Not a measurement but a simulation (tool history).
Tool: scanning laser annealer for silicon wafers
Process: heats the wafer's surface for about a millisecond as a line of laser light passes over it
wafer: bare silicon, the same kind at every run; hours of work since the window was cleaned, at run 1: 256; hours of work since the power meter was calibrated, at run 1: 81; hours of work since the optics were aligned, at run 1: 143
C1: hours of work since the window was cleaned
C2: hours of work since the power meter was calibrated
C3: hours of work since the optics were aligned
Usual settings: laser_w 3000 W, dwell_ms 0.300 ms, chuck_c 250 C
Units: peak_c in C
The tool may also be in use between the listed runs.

run 1 hour=0.0 | laser_w=3000 dwell_ms=0.300 chuck_c=250 | C1=256 C2=81 C3=143 | peak_c=1052
run 2 hour=4.9 | laser_w=3000 dwell_ms=0.300 chuck_c=250 | C1=259 C2=84 C3=146 | peak_c=1050
run 3 hour=8.7 | laser_w=3000 dwell_ms=0.300 chuck_c=250 | C1=261 C2=87 C3=148 | peak_c=1051
run 4 hour=15.1 | laser_w=3000 dwell_ms=0.300 chuck_c=250 | C1=265 C2=90 C3=152 | peak_c=1049
run 5 hour=20.4 | laser_w=3096 dwell_ms=0.300 chuck_c=250 | C1=268 C2=93 C3=155 | peak_c=1082
run 6 hour=27.8 | laser_w=3096 dwell_ms=0.300 chuck_c=250 | C1=273 C2=98 C3=159 | peak_c=1082
run 7 hour=32.9 | laser_w=3000 dwell_ms=0.232 chuck_c=250 | C1=276 C2=101 C3=162 | peak_c=959
run 8 hour=40.2 | laser_w=3000 dwell_ms=0.232 chuck_c=250 | C1=280 C2=105 C3=166 | peak_c=957
run 9 hour=46.9 | laser_w=3000 dwell_ms=0.300 chuck_c=250 | C1=284 C2=109 C3=170 | peak_c=1045
run 10 hour=51.0 | laser_w=3000 dwell_ms=0.300 chuck_c=230 | C1=286 C2=111 C3=173 | peak_c=1027
run 11 hour=59.4 | laser_w=3000 dwell_ms=0.300 chuck_c=230 | C1=291 C2=116 C3=178 | peak_c=1024
run 12 hour=67.7 | laser_w=3000 dwell_ms=0.300 chuck_c=250 | C1=296 C2=121 C3=182 | peak_c=1047
run 13 hour=75.2 | laser_w=3000 dwell_ms=0.300 chuck_c=222 | C1=300 C2=125 C3=187 | peak_c=1019
run 14 hour=81.2 | laser_w=3000 dwell_ms=0.300 chuck_c=222 | C1=304 C2=129 C3=190 | peak_c=1016
run 15 hour=86.4 | laser_w=3000 dwell_ms=0.300 chuck_c=222 | C1=307 C2=132 C3=193 | peak_c=1016
run 16 hour=93.0 | laser_w=3000 dwell_ms=0.300 chuck_c=222 | C1=311 C2=136 C3=197 | peak_c=1019
run 17 hour=99.8 | laser_w=3000 dwell_ms=0.300 chuck_c=222 | C1=315 C2=140 C3=201 | peak_c=1013
run 18 hour=105.7 | laser_w=3000 dwell_ms=0.300 chuck_c=222 | C1=318 C2=143 C3=205 | peak_c=1014
run 19 hour=112.4 | laser_w=3000 dwell_ms=0.300 chuck_c=222 | C1=322 C2=147 C3=209 | peak_c=1014
run 20 hour=117.4 | laser_w=3000 dwell_ms=0.300 chuck_c=250 | C1=325 C2=150 C3=211 | peak_c=1044
run 21 hour=122.2 | laser_w=3000 dwell_ms=0.300 chuck_c=250 | C1=328 C2=153 C3=214 | peak_c=1040
run 22 hour=126.0 | laser_w=2898 dwell_ms=0.233 chuck_c=239 | C1=330 C2=155 C3=216 | peak_c=910
run 23 hour=130.1 | laser_w=2898 dwell_ms=0.233 chuck_c=239 | C1=332 C2=157 C3=219 | peak_c=909
-- hour=135.6 optics aligned, line set to its width
run 24 hour=139.9 | laser_w=2898 dwell_ms=0.233 chuck_c=239 | C1=335 C2=160 C3=2 | peak_c=905
run 25 hour=145.6 | laser_w=2791 dwell_ms=0.300 chuck_c=248 | C1=338 C2=163 C3=6 | peak_c=969
run 26 hour=152.6 | laser_w=3000 dwell_ms=0.314 chuck_c=250 | C1=342 C2=167 C3=10 | peak_c=1052
run 27 hour=160.7 | laser_w=2984 dwell_ms=0.275 chuck_c=250 | C1=347 C2=172 C3=15 | peak_c=1001
run 28 hour=165.2 | laser_w=2984 dwell_ms=0.275 chuck_c=250 | C1=350 C2=175 C3=17 | peak_c=996
run 29 hour=171.9 | laser_w=3000 dwell_ms=0.300 chuck_c=260 | C1=354 C2=179 C3=21 | peak_c=1044
-- hour=180.4 optics aligned, line set to its width, once more
run 30 hour=180.6 | laser_w=2851 dwell_ms=0.300 chuck_c=286 | C1=356 C2=181 C3=0 | peak_c=1024
run 31 hour=186.6 | laser_w=2598 dwell_ms=0.378 chuck_c=218 | C1=359 C2=184 C3=4 | peak_c=952
run 32 hour=192.0 | laser_w=3126 dwell_ms=0.336 chuck_c=277 | C1=362 C2=188 C3=7 | peak_c=1155
run 33 hour=200.3 | laser_w=3187 dwell_ms=0.213 chuck_c=282 | C1=367 C2=192 C3=12 | peak_c=1002
run 34 hour=208.2 | laser_w=3141 dwell_ms=0.288 chuck_c=225 | C1=372 C2=197 C3=16 | peak_c=1043

Forecast run 35:
run 35 hour=215.2 | laser_w=3003 dwell_ms=0.288 chuck_c=288 | C1=376 C2=201 C3=20 | peak_c=?

{"run 35": {"peak_c": 1064}}
Without the tool's hidden state the same run would have given peak_c 1117 C.
